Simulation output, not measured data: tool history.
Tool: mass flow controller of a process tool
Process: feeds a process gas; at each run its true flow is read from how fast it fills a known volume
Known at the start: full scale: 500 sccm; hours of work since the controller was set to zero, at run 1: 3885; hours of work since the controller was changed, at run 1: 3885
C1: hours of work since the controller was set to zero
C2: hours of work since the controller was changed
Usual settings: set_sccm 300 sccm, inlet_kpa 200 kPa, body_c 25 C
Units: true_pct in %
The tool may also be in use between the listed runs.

Run 1, hour 0: usual settings; C1 3885; C2 3885. Result: true_pct 99.92 %.
Run 2, hour 85.8: usual settings but inlet_kpa 159 kPa; C1 3952; C2 3952. Result: true_pct 99.98 %.
Run 3, hour 183.5: usual settings but inlet_kpa 156 kPa; C1 4027; C2 4027. Result: true_pct 100.11 %.
Run 4, hour 288.3: usual settings but set_sccm 141 sccm, inlet_kpa 156 kPa; C1 4109; C2 4109. Result: true_pct 101.68 %.
Run 5, hour 375.9: usual settings; C1 4177; C2 4177. Result: true_pct 100.01 %.
Run 6, hour 448.7: usual settings; C1 4233; C2 4233. Result: true_pct 100.04 %.
At hour 505.5: controller's zero set anew.
Run 7, hour 542.4: usual settings but body_c 36 C; C1 29; C2 4305. Result: true_pct 99.07 %.
Run 8, hour 610.8: usual settings but body_c 36 C; C1 82; C2 4358. Result: true_pct 99.08 %.
Run 9, hour 679.7: usual settings but body_c 36 C; C1 135; C2 4412. Result: true_pct 99.08 %.
Run 10, hour 732.8: usual settings but body_c 27 C; C1 176; C2 4453. Result: true_pct 98.22 %.
Run 11, hour 800.7: usual settings but inlet_kpa 273 kPa, body_c 27 C; C1 229; C2 4505. Result: true_pct 97.97 %.
Run 12, hour 877.3: usual settings but inlet_kpa 242 kPa; C1 288; C2 4565. Result: true_pct 97.94 %.
Run 13, hour 950.5: usual settings but inlet_kpa 242 kPa; C1 345; C2 4621. Result: true_pct 97.77 %.
Run 14, hour 1055.8: usual settings but inlet_kpa 242 kPa; C1 426; C2 4703. Result: true_pct 97.97 %.
Run 15, hour 1130.5: usual settings; C1 484; C2 4761. Result: true_pct 98.11 %.
Run 16, hour 1202.3: usual settings; C1 540; C2 4816. Result: true_pct 98.13 %.
Run 17, hour 1269.1: usual settings but body_c 33 C; C1 592; C2 4868. Result: true_pct 98.93 %.
Run 18, hour 1357.5: usual settings but body_c 33 C; C1 660; C2 4937. Result: true_pct 98.96 %.
Run 19, hour 1416.5: usual settings but inlet_kpa 149 kPa, body_c 33 C; C1 706; C2 4982. Result: true_pct 99.17 %.
Run 20, hour 1483: usual settings but inlet_kpa 149 kPa, body_c 33 C; C1 757; C2 5034. Result: true_pct 99.11 %.
Run 21, hour 1559.8: usual settings but inlet_kpa 149 kPa, body_c 33 C; C1 817; C2 5093. Result: true_pct 99.21 %.
Run 22, hour 1611: usual settings but inlet_kpa 244 kPa; C1 857; C2 5133. Result: true_pct 97.93 %.
Run 23, hour 1683.3: usual settings but inlet_kpa 244 kPa; C1 913; C2 5189. Result: true_pct 97.96 %.
Run 24, hour 1789.6: usual settings; C1 995; C2 5272. Result: true_pct 98.23 %.
Run 25, hour 1892.3: usual settings but set_sccm 96 sccm; C1 1075; C2 5351. Result: true_pct 98.62 %.
Run 26, hour 1976.5: usual settings but set_sccm 96 sccm; C1 1140; C2 5416. Result: true_pct 98.67 %.
Run 27, hour 2094: usual settings but body_c 30 C; C1 1231; C2 5507. Result: true_pct 98.65 %.
Run 28, hour 2180: usual settings but set_sccm 60 sccm; C1 1297; C2 5574. Result: true_pct 100.07 %.
Run 29, hour 2302.5: usual settings but set_sccm 60 sccm; C1 1392; C2 5669. Result: true_pct 100.21 %.
Run 30, hour 2390.3: usual settings but inlet_kpa 162 kPa, body_c 23 C; C1 1460; C2 5737. Result: true_pct 98.14 %.
Run 31, hour 2501.3: usual settings but set_sccm 477 sccm, body_c 29 C; C1 1546; C2 5823. Result: true_pct 99.24 %.
Run 32, hour 2559.6: usual settings but set_sccm 477 sccm, body_c 29 C; C1 1592; C2 5868. Result: true_pct 99.2 %.
Run 33, hour 2663.2: usual settings but set_sccm 96 sccm, body_c 37 C; C1 1672; C2 5948. Result: true_pct 100.52 %.
Run 34, hour 2719.1: usual settings but set_sccm 329 sccm, body_c 32 C; C1 1715; C2 5992. Result: true_pct 99.08 %.
Run 35, hour 2811: usual settings but set_sccm 93 sccm, inlet_kpa 229 kPa, body_c 23 C; C1 1786; C2 6063. Result: true_pct 99.33 %.
Run 36, hour 2869.8: usual settings but set_sccm 93 sccm, inlet_kpa 229 kPa, body_c 23 C; C1 1832; C2 6108. Result: true_pct 99.4 %.
Run 37, hour 2974.1: usual settings but set_sccm 473 sccm, inlet_kpa 181 kPa, body_c 22 C; C1 1913; C2 6189. Result: true_pct 98.48 %.
Run 38, hour 3080.4: usual settings but set_sccm 214 sccm, inlet_kpa 195 kPa, body_c 23 C; C1 1995; C2 6272. Result: true_pct 98.2 %.
Run 39, hour 3154.2: usual settings but set_sccm 273 sccm, inlet_kpa 264 kPa, body_c 33 C; C1 2052; C2 6329. Result: true_pct 99 %.
Run 40, hour 3276.6: usual settings but set_sccm 273 sccm, inlet_kpa 179 kPa, body_c 33 C; C1 2147; C2 6424. Result: true_pct 99.29 %.
Run 41, hour 3330.9: usual settings but set_sccm 134 sccm; C1 2189; C2 6466. Result: true_pct 99.22 %.
Run 42, hour 3425: usual settings but set_sccm 134 sccm; C1 2262; C2 6539. Result: true_pct 99.22 %.
Run 43, hour 3542.2: usual settings but set_sccm 134 sccm; C1 2353; C2 6629. Result: true_pct 99.29 %.
Run 44, hour 3654.6: usual settings but set_sccm 440 sccm, inlet_kpa 241 kPa, body_c 40 C; C1 2440; C2 6717. Result: true_pct 100.04 %.
Run 45, hour 3740.6: usual settings but set_sccm 164 sccm, inlet_kpa 166 kPa, body_c 28 C; C1 2507; C2 6783. Result: true_pct 99.43 %.
Run 46, hour 3823.2: usual settings but set_sccm 164 sccm, inlet_kpa 166 kPa, body_c 28 C; C1 2571; C2 6847. Result: true_pct 99.55 %.
Run 47, hour 3886.9: usual settings but set_sccm 164 sccm, inlet_kpa 166 kPa, body_c 26 C; C1 2620; C2 6897. Result: true_pct 99.28 %.
Run 48, hour 3981.5: usual settings but set_sccm 74 sccm, inlet_kpa 221 kPa, body_c 37 C; C1 2693; C2 6970. Result: true_pct 102.89 %.

Forecast each of these 3 alternatives for the next run:
Run A, hour 4041.1: usual settings but inlet_kpa 273 kPa, body_c 33 C; C1 2740; C2 7016. Result: true_pct ?.
Run B, hour 4041.1: usual settings but set_sccm 380 sccm, inlet_kpa 221 kPa, body_c 37 C; C1 2740; C2 7016. Result: true_pct ?.
Run C, hour 4041.1: usual settings but body_c 21 C; C1 2740; C2 7016. Result: true_pct ?.

run  true_pct
  A     99.06
  B     99.72
  C     98.09
Without the tool's hidden state the same runs would have given:
run  true_pct
  A     99.58
  B    100.54
  C     98.61
